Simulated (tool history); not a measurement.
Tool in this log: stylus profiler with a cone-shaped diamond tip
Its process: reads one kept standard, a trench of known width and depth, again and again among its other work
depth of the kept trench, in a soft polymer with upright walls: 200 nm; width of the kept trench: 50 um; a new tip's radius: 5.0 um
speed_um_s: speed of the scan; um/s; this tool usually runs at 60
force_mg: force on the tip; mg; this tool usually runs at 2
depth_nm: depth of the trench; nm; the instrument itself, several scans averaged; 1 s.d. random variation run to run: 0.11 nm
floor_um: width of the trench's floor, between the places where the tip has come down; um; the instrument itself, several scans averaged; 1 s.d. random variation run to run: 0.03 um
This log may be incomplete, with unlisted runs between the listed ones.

{"run": 1, "hour": 0.0, "speed_um_s": 60, "force_mg": 2, "depth_nm": 202.95, "floor_um": 46.27}
{"run": 2, "hour": 64.2, "speed_um_s": 60, "force_mg": 2, "depth_nm": 202.85, "floor_um": 46.24}
{"run": 3, "hour": 140.3, "speed_um_s": 60, "force_mg": 2, "depth_nm": 202.77, "floor_um": 46.2}
{"run": 4, "hour": 263.1, "speed_um_s": 60, "force_mg": 4.6, "depth_nm": 204.57, "floor_um": 46.21}
{"run": 5, "hour": 332.9, "speed_um_s": 60, "force_mg": 4.6, "depth_nm": 204.62, "floor_um": 46.18}
{"run": 6, "hour": 432.5, "speed_um_s": 58, "force_mg": 4.6, "depth_nm": 204.58, "floor_um": 46.16}
{"run": 7, "hour": 543.5, "speed_um_s": 58, "force_mg": 4.6, "depth_nm": 204.67, "floor_um": 46.15}
{"run": 8, "hour": 640.7, "speed_um_s": 16, "force_mg": 2, "depth_nm": 202.96, "floor_um": 46.1}
{"run": 9, "hour": 724.7, "speed_um_s": 20, "force_mg": 2, "depth_nm": 203.05, "floor_um": 46.06}
{"run": 10, "hour": 788.8, "speed_um_s": 232, "force_mg": 2, "depth_nm": 203, "floor_um": 45.67}
{"run": 11, "hour": 896.4, "speed_um_s": 31, "force_mg": 2, "depth_nm": 202.95, "floor_um": 45.99}
{"run": 12, "hour": 987.3, "speed_um_s": 31, "force_mg": 2, "depth_nm": 203.14, "floor_um": 46.02}
{"run": 13, "hour": 1080.0, "speed_um_s": 60, "force_mg": 2, "depth_nm": 203.02, "floor_um": 45.95}
{"run": 14, "hour": 1153.2, "speed_um_s": 60, "force_mg": 2, "depth_nm": 203.15, "floor_um": 45.92}
{"run": 15, "hour": 1274.2, "speed_um_s": 60, "force_mg": 0.82, "depth_nm": 202.15, "floor_um": 45.81}
{"hour": 1354.7, "done": "height scale calibrated on a step standard"}
{"run": 16, "hour": 1372.8, "speed_um_s": 60, "force_mg": 0.82, "depth_nm": 202.2, "floor_um": 45.79}
{"run": 17, "hour": 1479.8, "speed_um_s": 60, "force_mg": 0.82, "depth_nm": 202.28, "floor_um": 45.73}
{"run": 18, "hour": 1542.3, "speed_um_s": 60, "force_mg": 0.82, "depth_nm": 202.03, "floor_um": 45.74}
{"run": 19, "hour": 1619.1, "speed_um_s": 60, "force_mg": 2, "depth_nm": 203.22, "floor_um": 45.75}
{"run": 20, "hour": 1731.6, "speed_um_s": 60, "force_mg": 2, "depth_nm": 203.23, "floor_um": 45.75}
{"run": 21, "hour": 1783.3, "speed_um_s": 137, "force_mg": 2, "depth_nm": 203.37, "floor_um": 45.6}
{"hour": 1850.9, "done": "height scale calibrated on a step standard, once more"}
{"run": 22, "hour": 1865.3, "speed_um_s": 60, "force_mg": 2, "depth_nm": 202.53, "floor_um": 45.7}
{"run": 23, "hour": 1936.5, "speed_um_s": 60, "force_mg": 2, "depth_nm": 202.46, "floor_um": 45.69}
{"run": 24, "hour": 2016.3, "speed_um_s": 32, "force_mg": 3.05, "depth_nm": 202.87, "floor_um": 45.71}
{"run": 25, "hour": 2068.2, "speed_um_s": 112, "force_mg": 1.1, "depth_nm": 201.64, "floor_um": 45.45}
{"run": 26, "hour": 2142.5, "speed_um_s": 37, "force_mg": 5.98, "depth_nm": 204.75, "floor_um": 45.66}
{"run": 27, "hour": 2250.2, "speed_um_s": 37, "force_mg": 5.98, "depth_nm": 204.71, "floor_um": 45.66}
{"run": 28, "hour": 2335.5, "speed_um_s": 28, "force_mg": 1.92, "depth_nm": 202.43, "floor_um": 45.64}
{"run": 29, "hour": 2454.5, "speed_um_s": 159, "force_mg": 0.69, "depth_nm": 201.26, "floor_um": 45.15}
{"run": 30, "hour": 2544.4, "speed_um_s": 58, "force_mg": 1.67, "depth_nm": 202.25, "floor_um": 45.47}
{"run": 31, "hour": 2603.4, "speed_um_s": 58, "force_mg": 1.67, "depth_nm": 202.15, "floor_um": 45.5}
{"run": 32, "hour": 2695.9, "speed_um_s": 45, "force_mg": 1.2, "depth_nm": 201.76, "floor_um": 45.48}
{"run": 33, "hour": 2809.6, "speed_um_s": 36, "force_mg": 1.34, "depth_nm": 201.91, "floor_um": 45.49}
{"run": 34, "hour": 2886.1, "speed_um_s": 110, "force_mg": 2.75, "depth_nm": 202.91, "floor_um": 45.31}
{"run": 35, "hour": 2981.4, "speed_um_s": 60, "force_mg": 1.08, "depth_nm": 201.68, "floor_um": 45.36}
{"run": 36, "hour": 3072.7, "speed_um_s": 111, "force_mg": 0.88, "depth_nm": 201.5, "floor_um": 45.21}
{"run": 37, "hour": 3182.3, "speed_um_s": 111, "force_mg": 1.29, "depth_nm": 202.17, "floor_um": 45.23}
{"run": 38, "hour": 3260.2, "speed_um_s": 111, "force_mg": 1.29, "depth_nm": 201.81, "floor_um": 45.25}
{"run": 39, "hour": 3326.5, "speed_um_s": 111, "force_mg": 1.29, "depth_nm": 202.07, "floor_um": 45.19}
{"run": 40, "hour": 3405.0, "speed_um_s": 114, "force_mg": 2.11, "depth_nm": 202.64, "floor_um": 45.18}
{"run": 41, "hour": 3488.8, "speed_um_s": 98, "force_mg": 3.64, "depth_nm": 203.83, "floor_um": 45.23}
{"run": 42, "hour": 3588.4, "speed_um_s": 194, "force_mg": 3.71, "depth_nm": 203.82, "floor_um": 45.11}
{"run": 43, "hour": 3645.5, "speed_um_s": 22, "force_mg": 4.18, "depth_nm": 204.07, "floor_um": 45.32}
{"run": 44, "hour": 3713.2, "speed_um_s": 29, "force_mg": 5.53, "depth_nm": 204.96, "floor_um": 45.28}
{"hour": 3770.7, "done": "new tip fitted, height scale calibrated"}
{"run": 45, "hour": 3829.0, "speed_um_s": 198, "force_mg": 0.72, "depth_nm": 201.06, "floor_um": 46.55}

Alternative continuations, all from the tool just after run 45; predict every row:
{"run": "A", "hour": 3951.6, "speed_um_s": 46, "force_mg": 2, "depth_nm": "?", "floor_um": "?"}
{"run": "B", "hour": 3951.6, "speed_um_s": 76, "force_mg": 1.28, "depth_nm": "?", "floor_um": "?"}
{"run": "C", "hour": 3951.6, "speed_um_s": 213, "force_mg": 1.89, "depth_nm": "?", "floor_um": "?"}
{"run": "D", "hour": 3951.6, "speed_um_s": 17, "force_mg": 3.48, "depth_nm": "?", "floor_um": "?"}
{"run": "E", "hour": 3951.6, "speed_um_s": 160, "force_mg": 5.4, "depth_nm": "?", "floor_um": "?"}

run=A depth_nm=202.2 floor_um=47.02
run=B depth_nm=201.57 floor_um=46.91
run=C depth_nm=202.09 floor_um=46.68
run=D depth_nm=203.15 floor_um=47.13
run=E depth_nm=204.31 floor_um=46.84
Stripped of hidden state, with their random variation kept, the same runs would have yielded:
run=A depth_nm=202.22 floor_um=47.1
run=B depth_nm=201.59 floor_um=47
run=C depth_nm=202.11 floor_um=46.76
run=D depth_nm=203.17 floor_um=47.21
run=E depth_nm=204.33 floor_um=46.93
